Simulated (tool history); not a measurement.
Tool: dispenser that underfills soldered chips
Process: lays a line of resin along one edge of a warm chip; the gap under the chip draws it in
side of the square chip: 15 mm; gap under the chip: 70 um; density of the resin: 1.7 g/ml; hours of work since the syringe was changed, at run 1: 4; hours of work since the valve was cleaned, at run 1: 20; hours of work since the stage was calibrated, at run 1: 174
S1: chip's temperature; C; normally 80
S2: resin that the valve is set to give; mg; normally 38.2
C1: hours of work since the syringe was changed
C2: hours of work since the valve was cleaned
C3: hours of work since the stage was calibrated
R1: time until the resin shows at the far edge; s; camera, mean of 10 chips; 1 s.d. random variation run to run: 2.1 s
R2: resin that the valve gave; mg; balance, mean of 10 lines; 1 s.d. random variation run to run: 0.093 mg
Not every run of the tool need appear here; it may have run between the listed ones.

run    day  S1    S2  C1   C2   C3     R1     R2
  1  0.000  80  38.2   4   20  174  247.8  38.02
     0.192  -- new syringe of resin
  2  0.362  80  38.2   3   25  179  233.5  37.70
     0.638  -- new syringe of resin
  3  0.729  81  38.2   1   31  184  209.3  37.89
  4  0.975  81  38.2   5   34  188  252.2  37.70
     1.083  -- new syringe of resin
  5  1.408  81  49.5   5   41  194  243.1  48.77
     1.554  -- new syringe of resin
  6  1.808  81  49.5   4   47  200  231.1  48.64
     2.004  -- new syringe of resin
  7  2.088  85  49.5   1   51  204  171.0  48.76
     2.450  -- new syringe of resin
  8  2.450  72  38.2   0   56  209  301.6  37.51
  9  2.783  72  38.2   5   61  214  378.1  37.38
     2.908  -- new syringe of resin
 10  3.312  80  46.1   6   69  222  266.7  44.91
     3.354  -- new syringe of resin
     3.796  -- new syringe of resin
 11  3.821  80  46.1   0   76  230  203.5  44.85
 12  4.138  80  46.1   5   81  234  251.6  44.79
     4.262  -- new syringe of resin
 13  4.417  80  46.1   2   85  238  224.0  44.61
     4.704  -- new syringe of resin
 14  4.721  68  46.1   0   89  243  348.6  44.53
     5.154  -- new syringe of resin
 15  5.233  71  38.2   1   97  250  333.0  36.91
 16  5.550  80  38.2   6  101  255  273.8  36.64
     5.621  -- new syringe of resin
     6.096  -- new syringe of resin
 17  6.096  80  38.2   0  109  263  211.4  36.85
     6.550  -- new syringe of resin
 18  6.679  80  38.2   2  118  271  226.0  36.32
     6.996  -- new syringe of resin
 19  7.275  68  39.6   4  127  280  432.3  37.57

Forecast run 20:
     7.442  -- new syringe of resin
     7.600  -- dispensing valve cleaned and set on the balance
 20  7.862  89  38.2   6   4  288   ?   ?

{"run 20": {"R1": 182.7, "R2": 38.2}}
The same run, on a tool lacking any hidden state, would have yielded R1 142.8 s, R2 38.31 mg.
